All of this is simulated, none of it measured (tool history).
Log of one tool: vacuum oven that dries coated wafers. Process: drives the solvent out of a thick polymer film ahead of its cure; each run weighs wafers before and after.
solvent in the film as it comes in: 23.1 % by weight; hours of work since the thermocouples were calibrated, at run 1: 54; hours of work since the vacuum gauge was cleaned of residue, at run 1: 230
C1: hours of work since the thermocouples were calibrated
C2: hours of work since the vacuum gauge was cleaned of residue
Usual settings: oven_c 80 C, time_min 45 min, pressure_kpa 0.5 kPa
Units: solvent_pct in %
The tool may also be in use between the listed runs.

Run 1, hour 0: usual settings; C1 54; C2 230. Result: solvent_pct 3.82 %.
Run 2, hour 13: usual settings; C1 62; C2 238. Result: solvent_pct 3.79 %.
Run 3, hour 22: usual settings; C1 68; C2 244. Result: solvent_pct 3.84 %.
Run 4, hour 29.4: usual settings; C1 73; C2 249. Result: solvent_pct 3.76 %.
Run 5, hour 36.3: usual settings; C1 78; C2 253. Result: solvent_pct 3.82 %.
Run 6, hour 47.4: usual settings; C1 85; C2 261. Result: solvent_pct 3.79 %.
Run 7, hour 57.6: usual settings; C1 91; C2 267. Result: solvent_pct 3.78 %.
Run 8, hour 70.8: usual settings; C1 100; C2 276. Result: solvent_pct 3.82 %.
Run 9, hour 81.2: usual settings; C1 107; C2 283. Result: solvent_pct 3.72 %.
Run 10, hour 91.6: usual settings but pressure_kpa 0.779 kPa; C1 114; C2 290. Result: solvent_pct 4.08 %.
Run 11, hour 98.9: usual settings but time_min 35 min; C1 118; C2 294. Result: solvent_pct 5.3 %.
Run 12, hour 105.4: usual settings but pressure_kpa 0.578 kPa; C1 123; C2 299. Result: solvent_pct 3.89 %.
Run 13, hour 116.3: usual settings but time_min 47 min; C1 130; C2 306. Result: solvent_pct 3.55 %.
Run 14, hour 124.7: usual settings but time_min 47 min; C1 135; C2 311. Result: solvent_pct 3.49 %.
Run 15, hour 134: usual settings but time_min 24 min; C1 141; C2 317. Result: solvent_pct 7.76 %.
Run 16, hour 144.9: usual settings but time_min 65 min; C1 148; C2 324. Result: solvent_pct 2.03 %.
Run 17, hour 156.2: usual settings but time_min 65 min; C1 156; C2 332. Result: solvent_pct 2.05 %.
Run 18, hour 168: usual settings but time_min 52 min; C1 164; C2 339. Result: solvent_pct 3.02 %.
Run 19, hour 174.2: usual settings but time_min 52 min, pressure_kpa 1.864 kPa; C1 168; C2 343. Result: solvent_pct 4.36 %.
Run 20, hour 185.7: usual settings but time_min 52 min, pressure_kpa 1.864 kPa; C1 175; C2 351. Result: solvent_pct 4.34 %.
Run 21, hour 198: usual settings but oven_c 75 C, time_min 41 min, pressure_kpa 0.307 kPa; C1 183; C2 359. Result: solvent_pct 5.99 %.
Run 22, hour 205.3: usual settings but time_min 36 min, pressure_kpa 1.14 kPa; C1 188; C2 364. Result: solvent_pct 5.62 %.
Run 23, hour 212.6: usual settings but time_min 36 min, pressure_kpa 1.14 kPa; C1 193; C2 369. Result: solvent_pct 5.68 %.
Run 24, hour 219.1: usual settings but time_min 36 min, pressure_kpa 1.14 kPa; C1 197; C2 373. Result: solvent_pct 5.63 %.
Run 25, hour 227.4: usual settings but time_min 60 min, pressure_kpa 0.26 kPa; C1 202; C2 378. Result: solvent_pct 2.13 %.
Run 26, hour 237.6: usual settings but time_min 53 min, pressure_kpa 0.305 kPa; C1 209; C2 385. Result: solvent_pct 2.71 %.
Run 27, hour 243.7: usual settings but pressure_kpa 1.364 kPa; C1 213; C2 389. Result: solvent_pct 4.58 %.
Run 28, hour 251.9: usual settings but pressure_kpa 1.364 kPa; C1 218; C2 394. Result: solvent_pct 4.55 %.
Run 29, hour 261.4: usual settings but pressure_kpa 1.364 kPa; C1 224; C2 400. Result: solvent_pct 4.58 %.
Run 30, hour 271.7: usual settings but oven_c 88 C, time_min 70 min; C1 231; C2 407. Result: solvent_pct 0.67 %.
Run 31, hour 282.2: usual settings but oven_c 90 C, time_min 65 min, pressure_kpa 1.106 kPa; C1 238; C2 414. Result: solvent_pct 1.04 %.
Run 32, hour 288.7: usual settings but oven_c 68 C, time_min 23 min, pressure_kpa 1.093 kPa; C1 242; C2 418. Result: solvent_pct 12.85 %.
Run 33, hour 298.4: usual settings but oven_c 87 C, pressure_kpa 0.538 kPa; C1 249; C2 425. Result: solvent_pct 2 %.
Run 34, hour 305.4: usual settings but oven_c 81 C, time_min 52 min; C1 253; C2 429. Result: solvent_pct 2.76 %.
Run 35, hour 314.8: usual settings but oven_c 68 C, time_min 24 min, pressure_kpa 1.559 kPa; C1 259; C2 435. Result: solvent_pct 12.91 %.
Run 36, hour 328.3: usual settings but oven_c 90 C, pressure_kpa 0.738 kPa; C1 268; C2 444. Result: solvent_pct 1.55 %.
Run 37, hour 336.7: usual settings but oven_c 68 C, time_min 23 min; C1 274; C2 450. Result: solvent_pct 12.23 %.
Run 38, hour 345.3: usual settings but oven_c 74 C, time_min 59 min, pressure_kpa 0.428 kPa; C1 279; C2 455. Result: solvent_pct 4.08 %.

3 ways to go on from here, each from the tool as it stands after run 38. What would each give?
Run A, hour 356.4: usual settings but oven_c 72 C, pressure_kpa 0.365 kPa; C1 287; C2 462. Result: solvent_pct ?.
Run B, hour 356.4: usual settings but oven_c 74 C; C1 287; C2 462. Result: solvent_pct ?.
Run C, hour 356.4: usual settings but oven_c 65 C, time_min 59 min, pressure_kpa 0.428 kPa; C1 287; C2 462. Result: solvent_pct ?.

run  solvent_pct
  A         6.38
  B          5.9
  C         7.42
Without the tool's hidden state the same runs would have given:
run  solvent_pct
  A         6.51
  B         6.03
  C         7.54

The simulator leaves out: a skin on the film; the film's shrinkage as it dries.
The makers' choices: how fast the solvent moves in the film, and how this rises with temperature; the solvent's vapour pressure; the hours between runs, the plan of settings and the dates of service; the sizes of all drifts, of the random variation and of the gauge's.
